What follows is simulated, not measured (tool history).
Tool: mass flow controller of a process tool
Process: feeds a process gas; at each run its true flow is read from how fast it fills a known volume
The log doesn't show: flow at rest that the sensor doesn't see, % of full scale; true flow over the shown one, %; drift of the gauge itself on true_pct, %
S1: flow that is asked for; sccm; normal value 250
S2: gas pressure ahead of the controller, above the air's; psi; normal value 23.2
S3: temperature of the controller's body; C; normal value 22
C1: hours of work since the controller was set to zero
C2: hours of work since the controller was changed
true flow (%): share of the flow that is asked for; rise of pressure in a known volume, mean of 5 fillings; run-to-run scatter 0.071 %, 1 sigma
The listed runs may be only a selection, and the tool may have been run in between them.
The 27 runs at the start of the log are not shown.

{"run": 28, "hour": 8242.0, "S1": 455, "S2": 26.1, "S3": 34, "C1": 1375, "C2": 9538, "true flow (%)": 102.21}
{"run": 29, "hour": 8568.7, "S1": 455, "S2": 23.4, "S3": 31, "C1": 1581, "C2": 9745, "true flow (%)": 102.9}
{"run": 30, "hour": 8944.5, "S1": 433, "S2": 20.9, "S3": 23, "C1": 1819, "C2": 9982, "true flow (%)": 104.08}
{"run": 31, "hour": 9131.2, "S1": 56, "S2": 24.7, "S3": 22, "C1": 1937, "C2": 10100, "true flow (%)": 108.7}
{"run": 32, "hour": 9492.0, "S1": 56, "S2": 24.7, "S3": 22, "C1": 2165, "C2": 10329, "true flow (%)": 109.43}
{"run": 33, "hour": 9821.8, "S1": 261, "S2": 23.2, "S3": 22, "C1": 2373, "C2": 10537, "true flow (%)": 104.74}
{"run": 34, "hour": 10114.0, "S1": 337, "S2": 22.2, "S3": 38, "C1": 2558, "C2": 10722, "true flow (%)": 102.8}
{"run": 35, "hour": 10368.6, "S1": 445, "S2": 25.4, "S3": 28, "C1": 2719, "C2": 10883, "true flow (%)": 103.91}
{"run": 36, "hour": 10774.3, "S1": 445, "S2": 25.4, "S3": 28, "C1": 2976, "C2": 11139, "true flow (%)": 104.04}
{"run": 37, "hour": 11129.4, "S1": 250, "S2": 23.2, "S3": 27, "C1": 3200, "C2": 11364, "true flow (%)": 105.17}
{"run": 38, "hour": 11358.7, "S1": 250, "S2": 23.2, "S3": 27, "C1": 3345, "C2": 11509, "true flow (%)": 105.18}
{"run": 39, "hour": 11549.0, "S1": 446, "S2": 28.3, "S3": 30, "C1": 3465, "C2": 11629, "true flow (%)": 104.16}

Predict each of these 3 candidate next runs independently; none follows another, all start after run 39:
{"hour": 11823.0, "done": "controller exchanged for a calibrated one"}
{"run": "A", "hour": 11986.4, "S1": 58, "S2": 22.9, "S3": 25, "C1": 103, "C2": 103, "true flow (%)": "?"}
{"hour": 11823.0, "done": "controller exchanged for a calibrated one"}
{"run": "B", "hour": 11986.4, "S1": 192, "S2": 23.2, "S3": 22, "C1": 103, "C2": 103, "true flow (%)": "?"}
{"hour": 11823.0, "done": "controller exchanged for a calibrated one"}
{"run": "C", "hour": 11986.4, "S1": 52, "S2": 24.9, "S3": 24, "C1": 103, "C2": 103, "true flow (%)": "?"}

run=A true_flow_(%)=99.78
run=B true_flow_(%)=99.97
run=C true_flow_(%)=99.83
Stripped of hidden state, with their random variation kept, the same runs would have yielded:
run=A true_flow_(%)=99.45
run=B true_flow_(%)=99.95
run=C true_flow_(%)=99.44
